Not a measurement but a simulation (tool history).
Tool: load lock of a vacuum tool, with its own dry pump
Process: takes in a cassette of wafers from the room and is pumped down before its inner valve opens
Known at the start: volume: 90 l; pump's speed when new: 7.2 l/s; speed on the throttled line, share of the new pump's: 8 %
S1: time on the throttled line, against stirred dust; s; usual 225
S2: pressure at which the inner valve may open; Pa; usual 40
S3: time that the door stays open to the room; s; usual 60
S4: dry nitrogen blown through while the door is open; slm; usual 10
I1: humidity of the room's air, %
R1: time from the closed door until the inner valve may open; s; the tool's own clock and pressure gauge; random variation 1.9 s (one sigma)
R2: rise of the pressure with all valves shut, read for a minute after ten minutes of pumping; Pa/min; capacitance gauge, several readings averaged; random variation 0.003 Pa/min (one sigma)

run 1 hour=0 | S1=225 S2=40 S3=60 S4=10 | I1=46.2 | R1=307.7 R2=0.041
run 2 hour=224.2 | S1=225 S2=40 S3=97 S4=10 | I1=46 | R1=305.9 R2=0.051
run 3 hour=537.9 | S1=225 S2=40 S3=105 S4=10 | I1=46 | R1=306.7 R2=0.051
run 4 hour=713.6 | S1=225 S2=40 S3=60 S4=6 | I1=46.3 | R1=307.3 R2=0.042
run 5 hour=926.1 | S1=225 S2=40 S3=60 S4=6 | I1=45.9 | R1=308.7 R2=0.041
run 6 hour=1072 | S1=225 S2=40 S3=60 S4=6 | I1=45.8 | R1=305.7 R2=0.045
run 7 hour=1335.4 | S1=225 S2=40 S3=60 S4=6 | I1=46.2 | R1=305.3 R2=0.047
run 8 hour=1600.9 | S1=225 S2=40 S3=60 S4=6 | I1=45 | R1=310.1 R2=0.04
run 9 hour=1917 | S1=225 S2=40 S3=60 S4=6 | I1=44.9 | R1=308 R2=0.044
run 10 hour=2174.3 | S1=225 S2=40 S3=60 S4=6 | I1=45.2 | R1=307.1 R2=0.048
run 11 hour=2371.6 | S1=225 S2=40 S3=60 S4=6 | I1=46.4 | R1=309.4 R2=0.045
run 12 hour=2568.7 | S1=225 S2=40 S3=60 S4=10 | I1=49.1 | R1=310.7 R2=0.046
run 13 hour=2861.3 | S1=225 S2=40 S3=60 S4=10 | I1=44.4 | R1=309.1 R2=0.044
run 14 hour=3131.8 | S1=225 S2=40 S3=60 S4=10 | I1=46.3 | R1=309.2 R2=0.05
run 15 hour=3285.7 | S1=225 S2=40 S3=60 S4=26 | I1=46 | R1=312.8 R2=0.042
run 16 hour=3575.4 | S1=225 S2=40 S3=60 S4=26 | I1=43.4 | R1=311.7 R2=0.041
run 17 hour=3838.1 | S1=225 S2=40 S3=60 S4=26 | I1=46 | R1=309.2 R2=0.037
run 18 hour=4019.8 | S1=225 S2=60 S3=34 S4=10 | I1=45 | R1=306.6 R2=0.041
run 19 hour=4293.5 | S1=225 S2=60 S3=34 S4=7 | I1=42.9 | R1=303.2 R2=0.038
run 20 hour=4609.1 | S1=225 S2=60 S3=34 S4=7 | I1=45.9 | R1=307.2 R2=0.042
run 21 hour=4823 | S1=225 S2=28 S3=178 S4=22 | I1=43.1 | R1=315.8 R2=0.064
run 22 hour=5089.3 | S1=126 S2=40 S3=63 S4=6 | I1=45.5 | R1=220.4 R2=0.052
run 23 hour=5384.3 | S1=424 S2=29 S3=60 S4=40 | I1=45.5 | R1=498.7 R2=0.038
run 24 hour=5555 | S1=424 S2=70 S3=83 S4=5 | I1=45.4 | R1=480.4 R2=0.07
run 25 hour=5711.8 | S1=120 S2=31 S3=71 S4=22 | I1=46.5 | R1=219.5 R2=0.046
run 26 hour=6000.8 | S1=118 S2=40 S3=98 S4=10 | I1=43.3 | R1=215.6 R2=0.064
run 27 hour=6255.8 | S1=359 S2=40 S3=98 S4=10 | I1=45.3 | R1=431.3 R2=0.064
run 28 hour=6434 | S1=359 S2=40 S3=98 S4=10 | I1=43.4 | R1=435.9 R2=0.062
run 29 hour=6612.2 | S1=161 S2=55 S3=118 S4=45 | I1=45.3 | R1=246.8 R2=0.053
run 30 hour=6879.8 | S1=161 S2=51 S3=118 S4=10 | I1=41.8 | R1=248.5 R2=0.067
run 31 hour=7096.2 | S1=161 S2=51 S3=118 S4=10 | I1=46.4 | R1=250.4 R2=0.071
run 32 hour=7453.5 | S1=278 S2=40 S3=57 S4=35 | I1=47.6 | R1=367.2 R2=0.05

Measured less the same run without the tool's hidden state. The same run-to-run variation is in both; the gauge's scatter may not be:
The hidden state here: pump's speed, % of a new pump's; leak at the door's seal, Pa l/s; drift of the gauge itself on ready_s, %; drift of the gauge itself on rise_pa_min, %.
run=1 R1=+1.8 R2=+0.014
run=2 R1=+1.9 R2=+0.013
run=3 R1=+2.2 R2=+0.014
run=4 R1=+2.3 R2=+0.014
run=5 R1=+2.5 R2=+0.015
run=6 R1=+2.6 R2=+0.015
run=7 R1=+2.8 R2=+0.015
run=8 R1=+3.1 R2=+0.016
run=9 R1=+3.3 R2=+0.017
run=10 R1=+3.5 R2=+0.017
run=11 R1=+3.6 R2=+0.018
run=12 R1=+3.9 R2=+0.018
run=13 R1=+4 R2=+0.019
run=14 R1=+4.3 R2=+0.019
run=15 R1=+4.5 R2=+0.02
run=16 R1=+4.7 R2=+0.02
run=17 R1=+4.9 R2=+0.02
run=18 R1=+4.8 R2=+0.021
run=19 R1=+5 R2=+0.021
run=20 R1=+5.2 R2=+0.023
run=21 R1=+6.2 R2=+0.022
run=22 R1=+6.7 R2=+0.023
run=23 R1=+5.3 R2=+0.025
run=24 R1=+4.6 R2=+0.025
run=25 R1=+7.5 R2=+0.025
run=26 R1=+7.7 R2=+0.026
run=27 R1=+6.1 R2=+0.026
run=28 R1=+6.3 R2=+0.026
run=29 R1=+7.4 R2=+0.027
run=30 R1=+7.8 R2=+0.027
run=31 R1=+8 R2=+0.028
run=32 R1=+7.8 R2=+0.029
